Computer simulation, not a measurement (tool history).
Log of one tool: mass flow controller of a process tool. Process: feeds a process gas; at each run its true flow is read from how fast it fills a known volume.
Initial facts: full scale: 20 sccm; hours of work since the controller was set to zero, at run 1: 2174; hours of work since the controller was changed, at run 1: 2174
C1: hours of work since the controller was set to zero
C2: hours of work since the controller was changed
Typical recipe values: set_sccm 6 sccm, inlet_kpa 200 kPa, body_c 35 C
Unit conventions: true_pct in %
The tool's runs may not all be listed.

{"run": 1, "day": 0.0, "set_sccm": 6, "inlet_kpa": 200, "body_c": 35, "C1": 2174, "C2": 2174, "true_pct": 100.21}
{"run": 2, "day": 21.296, "set_sccm": 6, "inlet_kpa": 200, "body_c": 35, "C1": 2358, "C2": 2358, "true_pct": 100.13}
{"run": 3, "day": 33.096, "set_sccm": 6, "inlet_kpa": 200, "body_c": 31, "C1": 2459, "C2": 2459, "true_pct": 99.72}
{"run": 4, "day": 57.138, "set_sccm": 6, "inlet_kpa": 200, "body_c": 31, "C1": 2667, "C2": 2667, "true_pct": 99.59}
{"run": 5, "day": 72.704, "set_sccm": 6, "inlet_kpa": 200, "body_c": 35, "C1": 2801, "C2": 2801, "true_pct": 99.88}
{"run": 6, "day": 91.296, "set_sccm": 6, "inlet_kpa": 200, "body_c": 35, "C1": 2962, "C2": 2962, "true_pct": 99.79}
{"run": 7, "day": 101.917, "set_sccm": 6, "inlet_kpa": 200, "body_c": 35, "C1": 3054, "C2": 3054, "true_pct": 99.61}
{"run": 8, "day": 125.538, "set_sccm": 6, "inlet_kpa": 200, "body_c": 35, "C1": 3258, "C2": 3258, "true_pct": 99.57}
{"run": 9, "day": 145.658, "set_sccm": 6, "inlet_kpa": 200, "body_c": 35, "C1": 3431, "C2": 3431, "true_pct": 99.44}
{"run": 10, "day": 162.996, "set_sccm": 6, "inlet_kpa": 200, "body_c": 35, "C1": 3581, "C2": 3581, "true_pct": 99.37}
{"run": 11, "day": 173.333, "set_sccm": 3, "inlet_kpa": 150, "body_c": 24, "C1": 3670, "C2": 3670, "true_pct": 98.6}
{"run": 12, "day": 196.575, "set_sccm": 3, "inlet_kpa": 200, "body_c": 35, "C1": 3871, "C2": 3871, "true_pct": 99.13}
{"run": 13, "day": 215.304, "set_sccm": 11, "inlet_kpa": 237, "body_c": 25, "C1": 4033, "C2": 4033, "true_pct": 98.49}
{"run": 14, "day": 238.588, "set_sccm": 11, "inlet_kpa": 237, "body_c": 25, "C1": 4234, "C2": 4234, "true_pct": 98.42}
{"run": 15, "day": 260.375, "set_sccm": 14, "inlet_kpa": 259, "body_c": 30, "C1": 4422, "C2": 4422, "true_pct": 98.7}
{"day": 264.225, "done": "gauge calibrated"}
{"run": 16, "day": 284.421, "set_sccm": 13, "inlet_kpa": 183, "body_c": 28, "C1": 4630, "C2": 4630, "true_pct": 99.95}
{"run": 17, "day": 299.321, "set_sccm": 2, "inlet_kpa": 183, "body_c": 21, "C1": 4758, "C2": 4758, "true_pct": 98.88}
{"run": 18, "day": 312.554, "set_sccm": 6, "inlet_kpa": 233, "body_c": 31, "C1": 4873, "C2": 4873, "true_pct": 99.57}
{"run": 19, "day": 335.362, "set_sccm": 6, "inlet_kpa": 246, "body_c": 23, "C1": 5070, "C2": 5070, "true_pct": 98.68}
{"run": 20, "day": 357.321, "set_sccm": 6, "inlet_kpa": 200, "body_c": 33, "C1": 5259, "C2": 5259, "true_pct": 99.62}

Each row is a separate what-if for the run after 20, all from the same tool condition, not one after another. Results?
{"run": "A", "day": 368.588, "set_sccm": 6, "inlet_kpa": 164, "body_c": 35, "C1": 5356, "C2": 5356, "true_pct": "?"}
{"run": "B", "day": 368.588, "set_sccm": 14, "inlet_kpa": 204, "body_c": 35, "C1": 5356, "C2": 5356, "true_pct": "?"}
{"run": "C", "day": 368.588, "set_sccm": 6, "inlet_kpa": 222, "body_c": 33, "C1": 5356, "C2": 5356, "true_pct": "?"}
{"run": "D", "day": 368.588, "set_sccm": 19, "inlet_kpa": 199, "body_c": 33, "C1": 5356, "C2": 5356, "true_pct": "?"}

run=A true_pct=99.86
run=B true_pct=99.86
run=C true_pct=99.38
run=D true_pct=100.16
With no hidden state in the tool, these same runs would have given:
run=A true_pct=100.32
run=B true_pct=100.33
run=C true_pct=99.84
run=D true_pct=100.63
